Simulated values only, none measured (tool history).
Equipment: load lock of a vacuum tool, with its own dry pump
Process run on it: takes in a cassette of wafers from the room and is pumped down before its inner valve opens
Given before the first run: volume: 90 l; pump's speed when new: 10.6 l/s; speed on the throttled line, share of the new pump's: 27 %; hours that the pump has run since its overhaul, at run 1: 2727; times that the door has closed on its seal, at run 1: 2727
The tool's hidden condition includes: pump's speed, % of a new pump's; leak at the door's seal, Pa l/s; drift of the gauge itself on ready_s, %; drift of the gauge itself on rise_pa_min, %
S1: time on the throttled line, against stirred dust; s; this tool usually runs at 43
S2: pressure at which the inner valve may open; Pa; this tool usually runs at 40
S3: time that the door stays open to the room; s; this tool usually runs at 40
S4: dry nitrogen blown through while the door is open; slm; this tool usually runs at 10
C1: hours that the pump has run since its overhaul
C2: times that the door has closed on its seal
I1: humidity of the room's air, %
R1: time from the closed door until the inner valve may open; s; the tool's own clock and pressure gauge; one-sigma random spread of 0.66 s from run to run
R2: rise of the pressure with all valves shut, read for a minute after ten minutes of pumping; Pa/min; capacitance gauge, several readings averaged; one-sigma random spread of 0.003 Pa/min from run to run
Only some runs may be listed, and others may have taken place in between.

Run 1, hour 0.0: usual settings; C1 2727; C2 2727; I1 41.2. Result: R1 98.5 s, R2 0.040 Pa/min.
Run 2, hour 164.4: usual settings; C1 2891; C2 3104; I1 45.7. Result: R1 99.2 s, R2 0.052 Pa/min.
Run 3, hour 291.3: usual settings but S4 5 slm; C1 3018; C2 3395; I1 42.2. Result: R1 98.6 s, R2 0.046 Pa/min.
Run 4, hour 420.0: usual settings but S4 5 slm; C1 3147; C2 3690; I1 43.8. Result: R1 99.9 s, R2 0.050 Pa/min.
Run 5, hour 512.3: usual settings; C1 3239; C2 3902; I1 47.5. Result: R1 99.7 s, R2 0.045 Pa/min.
Run 6, hour 598.0: usual settings; C1 3325; C2 4098; I1 45.1. Result: R1 99.3 s, R2 0.049 Pa/min.
Run 7, hour 684.7: usual settings; C1 3412; C2 4297; I1 44.2. Result: R1 99.5 s, R2 0.048 Pa/min.
Run 8, hour 809.9: usual settings but S4 6 slm; C1 3537; C2 4584; I1 45.7. Result: R1 99.6 s, R2 0.052 Pa/min.
Run 9, hour 971.1: usual settings but S4 6 slm; C1 3698; C2 4953; I1 42.6. Result: R1 99.6 s, R2 0.046 Pa/min.
Run 10, hour 1063.2: usual settings but S4 6 slm; C1 3790; C2 5164; I1 46.2. Result: R1 99.8 s, R2 0.057 Pa/min.
Run 11, hour 1177.8: usual settings but S4 6 slm; C1 3905; C2 5427; I1 45.0. Result: R1 100.0 s, R2 0.063 Pa/min.
Run 12, hour 1326.6: usual settings but S4 6 slm; C1 4054; C2 5768; I1 39.1. Result: R1 101.7 s, R2 0.049 Pa/min.
Run 13, hour 1440.7: usual settings but S1 69 s, S2 69 Pa, S3 107 s, S4 39 slm; C1 4168; C2 6030; I1 44.7. Result: R1 114.3 s, R2 0.052 Pa/min.
Run 14, hour 1543.6: usual settings but S3 59 s, S4 4 slm; C1 4271; C2 6265; I1 43.8. Result: R1 99.0 s, R2 0.066 Pa/min.
Run 15, hour 1667.8: usual settings but S1 32 s, S3 59 s, S4 28 slm; C1 4395; C2 6550; I1 42.9. Result: R1 91.9 s, R2 0.037 Pa/min.
Run 16, hour 1806.5: usual settings but S1 32 s, S3 59 s, S4 28 slm; C1 4533; C2 6868; I1 44.5. Result: R1 91.8 s, R2 0.044 Pa/min.
Run 17, hour 1907.4: usual settings but S1 27 s, S3 43 s; C1 4634; C2 7099; I1 46.2. Result: R1 88.1 s, R2 0.052 Pa/min.
Run 18, hour 2085.6: usual settings but S1 27 s, S3 43 s; C1 4813; C2 7508; I1 41.3. Result: R1 89.1 s, R2 0.050 Pa/min.
Run 19, hour 2175.5: usual settings but S2 73 Pa, S3 82 s; C1 4902; C2 7714; I1 44.4. Result: R1 95.2 s, R2 0.073 Pa/min.
Run 20, hour 2357.5: usual settings but S2 73 Pa, S3 82 s; C1 5084; C2 8131; I1 49.5. Result: R1 95.2 s, R2 0.078 Pa/min.
Run 21, hour 2516.3: usual settings but S2 73 Pa, S3 82 s; C1 5243; C2 8495; I1 45.5. Result: R1 94.5 s, R2 0.071 Pa/min.
Run 22, hour 2627.0: usual settings but S2 34 Pa, S4 8 slm; C1 5354; C2 8749; I1 41.8. Result: R1 102.1 s, R2 0.053 Pa/min.
Run 23, hour 2783.2: usual settings but S1 36 s, S2 33 Pa, S3 146 s, S4 7 slm; C1 5510; C2 9107; I1 43.8. Result: R1 97.4 s, R2 0.092 Pa/min.

Here are 3 independent what-if runs from the current tool condition. What would each one return?
Run A, hour 2967.9: usual settings but S1 53 s, S3 47 s; C1 5695; C2 9530; I1 47.8. Result: R1 ?, R2 ?.
Run B, hour 2967.9: usual settings but S1 36 s, S2 33 Pa, S3 146 s, S4 5 slm; C1 5695; C2 9530; I1 46.0. Result: R1 ?, R2 ?.
Run C, hour 2967.9: usual settings but S1 80 s, S2 36 Pa, S3 45 s, S4 7 slm; C1 5695; C2 9530; I1 45.7. Result: R1 ?, R2 ?.

run     R1     R2
  A  107.7  0.068
  B   97.0  0.104
  C  127.7  0.064
With the hidden condition removed and each run's random variation left untouched, the same runs would have given:
run     R1     R2
  A  104.9  0.050
  B   93.9  0.087
  C  125.2  0.047
